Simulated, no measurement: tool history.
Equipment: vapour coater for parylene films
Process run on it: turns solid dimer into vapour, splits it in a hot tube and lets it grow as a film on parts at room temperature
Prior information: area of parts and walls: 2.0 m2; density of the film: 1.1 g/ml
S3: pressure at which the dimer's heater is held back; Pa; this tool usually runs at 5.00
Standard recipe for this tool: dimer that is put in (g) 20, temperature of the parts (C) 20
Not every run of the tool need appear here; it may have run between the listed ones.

{"run": 1, "hour": 0.0, "dimer that is put in (g)": 20, "temperature of the parts (C)": 20, "S3": 5.0, "thickness of the film (um)": 5.95}
{"run": 2, "hour": 15.4, "dimer that is put in (g)": 20, "temperature of the parts (C)": 21, "S3": 5.0, "thickness of the film (um)": 5.75}
{"run": 3, "hour": 22.7, "dimer that is put in (g)": 20, "temperature of the parts (C)": 20, "S3": 5.0, "thickness of the film (um)": 5.93}
{"run": 4, "hour": 31.8, "dimer that is put in (g)": 20, "temperature of the parts (C)": 20, "S3": 5.0, "thickness of the film (um)": 5.99}
{"run": 5, "hour": 41.4, "dimer that is put in (g)": 20, "temperature of the parts (C)": 20, "S3": 5.0, "thickness of the film (um)": 5.95}
{"run": 6, "hour": 55.3, "dimer that is put in (g)": 12, "temperature of the parts (C)": 21, "S3": 7.72, "thickness of the film (um)": 3.21}
{"run": 7, "hour": 62.0, "dimer that is put in (g)": 12, "temperature of the parts (C)": 21, "S3": 7.72, "thickness of the film (um)": 3.23}
{"run": 8, "hour": 73.0, "dimer that is put in (g)": 9, "temperature of the parts (C)": 28, "S3": 7.72, "thickness of the film (um)": 1.88}
{"run": 9, "hour": 82.2, "dimer that is put in (g)": 9, "temperature of the parts (C)": 28, "S3": 7.72, "thickness of the film (um)": 1.89}
{"run": 10, "hour": 97.3, "dimer that is put in (g)": 14, "temperature of the parts (C)": 18, "S3": 2.85, "thickness of the film (um)": 4.95}

Taken out of this log: 1 entry between the listed runs. Where each belongs, and how the hidden state differs across it:
Run 7 -> run 8: trap's valve overhauled (hour 68.2)
  vapour lost through the trap's worn valve, %: 0.1 -> 0; drift of the gauge itself on film_um, %: 0.66 -> 0.74
  what was measured, less what the result would be without the hidden state, thickness of the film (um): +0.02 -> +0.01

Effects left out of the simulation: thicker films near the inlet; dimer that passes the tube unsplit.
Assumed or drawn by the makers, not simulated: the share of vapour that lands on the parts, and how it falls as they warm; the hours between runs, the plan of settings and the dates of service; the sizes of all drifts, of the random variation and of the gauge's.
